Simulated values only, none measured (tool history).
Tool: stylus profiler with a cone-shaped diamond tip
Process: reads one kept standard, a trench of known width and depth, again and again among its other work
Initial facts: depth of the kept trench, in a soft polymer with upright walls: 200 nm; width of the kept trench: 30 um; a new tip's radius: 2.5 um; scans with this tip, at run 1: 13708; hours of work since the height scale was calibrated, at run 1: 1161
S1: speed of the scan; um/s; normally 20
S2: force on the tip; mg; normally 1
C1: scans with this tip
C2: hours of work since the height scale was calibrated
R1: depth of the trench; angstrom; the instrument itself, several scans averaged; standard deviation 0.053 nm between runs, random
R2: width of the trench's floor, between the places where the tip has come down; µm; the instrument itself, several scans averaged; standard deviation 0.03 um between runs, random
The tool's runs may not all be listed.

run	hour	S1	S2	C1	C2	R1	R2
1	0	20	1	13708	1161	2016.9	27.8
2	67.5	20	1	14259	1207	2015.4	27.85
3	116.5	20	1	14658	1241	2016.1	27.84
# hour 126.8: height scale calibrated on a step standard
4	171.4	20	1	15102	31	2015.9	27.87
5	263.3	9	1	15852	94	2015.7	27.92
6	314.2	20	1	16267	129	2017	27.81
7	403.4	20	1	16995	191	2015.8	27.8
8	474.3	16	1	17572	240	2016.4	27.8
9	558.7	23	1	18261	298	2016.1	27.81
10	637.2	23	1	18901	352	2017.4	27.81
11	737.3	23	1	19717	422	2016.4	27.73
12	832.6	23	1	20495	487	2017	27.8
13	926.5	36	1	21261	552	2017.1	27.69
14	1016.8	36	1	21998	615	2016.3	27.66
15	1076.4	7	1	22484	656	2016.1	27.95
16	1179.1	20	0.41	23322	727	2009.5	27.7
17	1268.5	20	1	24050	788	2016	27.83
18	1372.1	20	1	24895	860	2016.8	27.84
19	1427.4	20	1	25347	898	2016.5	27.86
20	1508.3	20	1	26007	954	2017.4	27.81
21	1603.4	69	1	26782	1020	2016	27.37
22	1666.9	69	1	27300	1064	2016.1	27.24
23	1770.8	20	1	28147	1135	2015.8	27.76
24	1851.4	12	2.14	28805	1191	2027.8	27.92
# hour 1933.4: height scale calibrated on a step standard
25	1948.2	7	1.32	29590	10	2019.3	27.92
26	2025.3	5	0.67	30219	63	2012.1	27.93
27	2080.4	6	0.47	30669	101	2010.7	27.88
28	2174.7	6	0.47	31438	167	2009.3	27.95
29	2245.2	7	2.01	32012	215	2026.5	27.99
# hour 2310.7: new tip fitted, height scale calibrated
30	2330.6	7	2.01	162	14	2025.9	28.04
31	2412.1	68	0.7	826	70	2013.4	27.22
32	2461.6	67	2.33	1230	104	2028.8	27.61
33	2564.6	32	0.34	2070	175	2007.9	27.47
34	2625	61	0.91	2563	217	2015.3	27.38
35	2692.6	8	0.41	3115	264	2009.9	27.92
36	2779.5	20	0.78	3823	324	2014.3	27.76
37	2858.4	20	0.78	4467	378	2014.7	27.8
38	2960	7	0.52	5295	448	2010.3	27.9
39	3044.3	23	0.59	5983	507	2011.4	27.79
40	3100.2	67	0.41	6439	545	2009.4	26.93
41	3147.9	20	0.55	6828	578	2010.9	27.8
42	3201.2	10	2.12	7262	615	2027.4	27.98
43	3290.2	5	1.61	7989	676	2021.4	27.97
44	3365.7	60	0.72	8604	729	2013.2	27.29
45	3438.7	20	1.8	9200	779	2024.2	27.87

Measured less the same run without the tool's hidden state. The same run-to-run variation is in both; the gauge's scatter may not be:
Hidden conditions of the tool in this case: radius of the tip, um; height scale over the true one, %; drift of the gauge itself on depth_nm, %; drift of the gauge itself on floor_um, %.
run	R2
1	-0.01
2	-0.01
3	-0.01
4	-0.01
5	-0.01
6	-0.01
7	-0.02
8	-0.01
9	-0.01
10	-0.01
11	-0.02
12	-0.01
13	-0.02
14	-0.02
15	-0.02
16	-0.02
17	-0.02
18	-0.02
19	-0.02
20	-0.03
21	-0.02
22	-0.03
23	-0.02
24	-0.02
25	-0.03
26	-0.03
27	-0.03
28	-0.03
29	-0.03
30	+0
31	+0
32	+0
33	+0
34	+0
35	+0
36	+0
37	+0
38	-0.01
39	-0.01
40	-0.01
41	-0.01
42	-0.01
43	-0.01
44	-0.01
45	-0.01
R1 without the hidden state stays within 0.2 angstrom of what was measured, in all runs.
